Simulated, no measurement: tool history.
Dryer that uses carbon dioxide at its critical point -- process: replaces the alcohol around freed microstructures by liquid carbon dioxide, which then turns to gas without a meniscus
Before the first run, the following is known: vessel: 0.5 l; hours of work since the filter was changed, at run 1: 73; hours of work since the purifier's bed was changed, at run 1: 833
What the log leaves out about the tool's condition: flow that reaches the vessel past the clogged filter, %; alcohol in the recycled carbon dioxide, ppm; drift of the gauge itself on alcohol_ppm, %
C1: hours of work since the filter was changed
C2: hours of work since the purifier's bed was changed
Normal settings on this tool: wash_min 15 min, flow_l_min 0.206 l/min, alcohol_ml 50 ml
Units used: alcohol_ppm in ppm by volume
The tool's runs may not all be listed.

{"run": 1, "day": 0.0, "wash_min": 15, "flow_l_min": 0.206, "alcohol_ml": 50, "C1": 73, "C2": 833, "alcohol_ppm": 1402}
{"run": 2, "day": 1.729, "wash_min": 15, "flow_l_min": 0.275, "alcohol_ml": 50, "C1": 93, "C2": 853, "alcohol_ppm": 425}
{"run": 3, "day": 2.754, "wash_min": 15, "flow_l_min": 0.328, "alcohol_ml": 50, "C1": 105, "C2": 865, "alcohol_ppm": 193}
{"run": 4, "day": 4.125, "wash_min": 15, "flow_l_min": 0.328, "alcohol_ml": 50, "C1": 121, "C2": 881, "alcohol_ppm": 213}
{"run": 5, "day": 5.875, "wash_min": 15, "flow_l_min": 0.213, "alcohol_ml": 50, "C1": 141, "C2": 901, "alcohol_ppm": 1452}
{"run": 6, "day": 7.412, "wash_min": 15, "flow_l_min": 0.202, "alcohol_ml": 50, "C1": 159, "C2": 919, "alcohol_ppm": 1773}
{"run": 7, "day": 8.396, "wash_min": 15, "flow_l_min": 0.144, "alcohol_ml": 50, "C1": 171, "C2": 930, "alcohol_ppm": 5595}
{"run": 8, "day": 9.221, "wash_min": 17, "flow_l_min": 0.273, "alcohol_ml": 85, "C1": 180, "C2": 940, "alcohol_ppm": 450}
{"run": 9, "day": 10.35, "wash_min": 15, "flow_l_min": 0.206, "alcohol_ml": 26, "C1": 193, "C2": 953, "alcohol_ppm": 997}
{"run": 10, "day": 11.925, "wash_min": 15, "flow_l_min": 0.206, "alcohol_ml": 39, "C1": 211, "C2": 971, "alcohol_ppm": 1516}
{"day": 12.779, "done": "inlet filter changed"}
{"run": 11, "day": 13.746, "wash_min": 19, "flow_l_min": 0.298, "alcohol_ml": 29, "C1": 11, "C2": 991, "alcohol_ppm": 103}
{"run": 12, "day": 14.654, "wash_min": 9, "flow_l_min": 0.206, "alcohol_ml": 98, "C1": 22, "C2": 1002, "alcohol_ppm": 13948}
{"run": 13, "day": 16.171, "wash_min": 9, "flow_l_min": 0.252, "alcohol_ml": 61, "C1": 39, "C2": 1020, "alcohol_ppm": 5020}

Here are 4 independent what-if runs from the current tool condition. What would each one return?
{"run": "A", "day": 17.004, "wash_min": 24, "flow_l_min": 0.266, "alcohol_ml": 71, "C1": 49, "C2": 1029, "alcohol_ppm": "?"}
{"run": "B", "day": 17.004, "wash_min": 19, "flow_l_min": 0.16, "alcohol_ml": 114, "C1": 49, "C2": 1029, "alcohol_ppm": "?"}
{"run": "C", "day": 17.004, "wash_min": 21, "flow_l_min": 0.252, "alcohol_ml": 61, "C1": 49, "C2": 1029, "alcohol_ppm": "?"}
{"run": "D", "day": 17.004, "wash_min": 15, "flow_l_min": 0.266, "alcohol_ml": 50, "C1": 49, "C2": 1029, "alcohol_ppm": "?"}

run=A alcohol_ppm=98
run=B alcohol_ppm=3047
run=C alcohol_ppm=148
run=D alcohol_ppm=457
Had the tool no hidden state, the same runs would have come out as:
run=A alcohol_ppm=16
run=B alcohol_ppm=2605
run=C alcohol_ppm=56
run=D alcohol_ppm=320
